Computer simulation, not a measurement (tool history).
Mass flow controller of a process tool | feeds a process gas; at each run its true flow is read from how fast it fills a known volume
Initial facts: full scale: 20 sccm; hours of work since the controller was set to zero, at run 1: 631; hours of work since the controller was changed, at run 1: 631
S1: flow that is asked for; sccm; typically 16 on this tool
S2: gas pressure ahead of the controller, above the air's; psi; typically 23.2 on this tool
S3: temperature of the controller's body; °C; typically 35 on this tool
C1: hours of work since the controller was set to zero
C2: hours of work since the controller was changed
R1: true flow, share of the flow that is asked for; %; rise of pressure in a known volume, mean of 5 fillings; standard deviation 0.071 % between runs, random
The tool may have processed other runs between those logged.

| run | hour | S1 | S2 | S3 | C1 | C2 | R1 |
|---|---|---|---|---|---|---|---|
| 1 | 0 | 16 | 23.2 | 35 | 631 | 631 | 100.7 |
| 2 | 197.9 | 16 | 23.2 | 35 | 705 | 705 | 100.86 |
| 3 | 500.2 | 16 | 23.2 | 35 | 819 | 819 | 100.9 |
| 4 | 827.3 | 18 | 23.2 | 35 | 942 | 942 | 100.99 |
| 5 | 976.8 | 16 | 23.2 | 35 | 998 | 998 | 100.9 |
| 6 | 1293.2 | 16 | 23.2 | 35 | 1117 | 1117 | 100.83 |
| 7 | 1509.4 | 16 | 23.2 | 35 | 1198 | 1198 | 100.92 |
| 8 | 1768.9 | 16 | 23.2 | 35 | 1295 | 1295 | 100.88 |
| 9 | 2031.4 | 16 | 23.2 | 35 | 1394 | 1394 | 100.96 |
| 10 | 2277.6 | 16 | 23.2 | 35 | 1487 | 1487 | 101.05 |
| 11 | 2448.9 | 16 | 23.2 | 35 | 1551 | 1551 | 100.81 |
| 12 | 2806.8 | 16 | 23.2 | 35 | 1685 | 1685 | 100.97 |
| 13 | 3103 | 16 | 23.2 | 35 | 1797 | 1797 | 100.8 |
| 14 | 3435 | 16 | 23.2 | 35 | 1922 | 1922 | 100.93 |
| 15 | 3686.4 | 16 | 23.2 | 35 | 2016 | 2016 | 100.91 |
| 16 | 3945.2 | 16 | 23.2 | 35 | 2113 | 2113 | 100.9 |
| 17 | 4126.9 | 16 | 23.2 | 35 | 2182 | 2182 | 100.98 |
| 18 | 4334.8 | 16 | 23.2 | 35 | 2260 | 2260 | 100.91 |
| 19 | 4612.4 | 16 | 23.2 | 35 | 2364 | 2364 | 100.83 |
| 20 | 4782.9 | 16 | 33.6 | 35 | 2428 | 2428 | 101.4 |
| 21 | 4949.4 | 16 | 33.6 | 35 | 2491 | 2491 | 101.59 |
| 22 | 5254.1 | 14 | 33.6 | 35 | 2605 | 2605 | 101.29 |
| 23 | 5403.3 | 16 | 23.8 | 35 | 2661 | 2661 | 100.95 |
| 24 | 5689.5 | 3 | 23.2 | 35 | 2769 | 2769 | 96.91 |
| 25 | 5973.2 | 3 | 29 | 35 | 2875 | 2875 | 96.95 |
| 26 | 6323.3 | 7 | 29 | 32 | 3007 | 3007 | 99.4 |
| 27 | 6590.2 | 7 | 29 | 32 | 3107 | 3107 | 99.45 |
| 28 | 6856.1 | 7 | 29 | 32 | 3207 | 3207 | 99.29 |
| 29 | 7155.4 | 6 | 33.4 | 32 | 3320 | 3320 | 99.06 |
| 30 | 7511.4 | 6 | 33.4 | 32 | 3453 | 3453 | 98.99 |
| 31 | 7792 | 11 | 36.3 | 28 | 3559 | 3559 | 100.02 |
| 32 | 8093.1 | 11 | 36.3 | 28 | 3672 | 3672 | 100.23 |
| 33 | 8404.9 | 4 | 34.8 | 40 | 3789 | 3789 | 98.19 |
| 34 | 8733.5 | 9 | 24.2 | 40 | 3913 | 3913 | 100.39 |
| 35 | 8993.9 | 16 | 34.5 | 35 | 4011 | 4011 | 101.45 |
| 36 | 9275.1 | 16 | 29.2 | 36 | 4116 | 4116 | 101.31 |
| 37 | 9629.7 | 16 | 28.3 | 33 | 4249 | 4249 | 100.89 |
| 38 | 9777.8 | 7 | 32.9 | 35 | 4305 | 4305 | 99.56 |
| 39 | 9941.4 | 7 | 32.9 | 35 | 4367 | 4367 | 99.27 |
| 40 | 10199.7 | 15 | 35.7 | 22 | 4464 | 4464 | 99.95 |
| 41 | 10442.7 | 15 | 35.7 | 22 | 4555 | 4555 | 99.84 |
| 42 | 10656.4 | 2 | 32.9 | 38 | 4635 | 4635 | 91.23 |
| 43 | 11016.9 | 2 | 32.9 | 38 | 4771 | 4771 | 90.88 |
| 44 | 11171.2 | 4 | 32.9 | 38 | 4829 | 4829 | 96.96 |
| 45 | 11512.9 | 4 | 32.9 | 38 | 4957 | 4957 | 96.66 |
| 46 | 11766.4 | 4 | 32.9 | 38 | 5052 | 5052 | 96.66 |
| 47 | 11955.9 | 11 | 23.2 | 30 | 5124 | 5124 | 99.5 |
| 48 | 12106.2 | 11 | 23.2 | 30 | 5180 | 5180 | 99.55 |

Alternative continuations, all from the tool just after run 48; predict every row:
| A | 12288.9 | 2 | 23.2 | 24 | 5249 | 5249 | ? |
| B | 12288.9 | 16 | 23.2 | 35 | 5249 | 5249 | ? |
| C | 12288.9 | 16 | 22.5 | 35 | 5249 | 5249 | ? |
| D | 12288.9 | 16 | 23.2 | 30 | 5249 | 5249 | ? |

| run | R1 |
|---|---|
| A | 87.9 |
| B | 100.98 |
| C | 100.97 |
| D | 100.45 |
With no hidden state in the tool, these same runs would have given:
| run | R1 |
|---|---|
| A | 99.12 |
| B | 100.77 |
| C | 100.76 |
| D | 100.25 |

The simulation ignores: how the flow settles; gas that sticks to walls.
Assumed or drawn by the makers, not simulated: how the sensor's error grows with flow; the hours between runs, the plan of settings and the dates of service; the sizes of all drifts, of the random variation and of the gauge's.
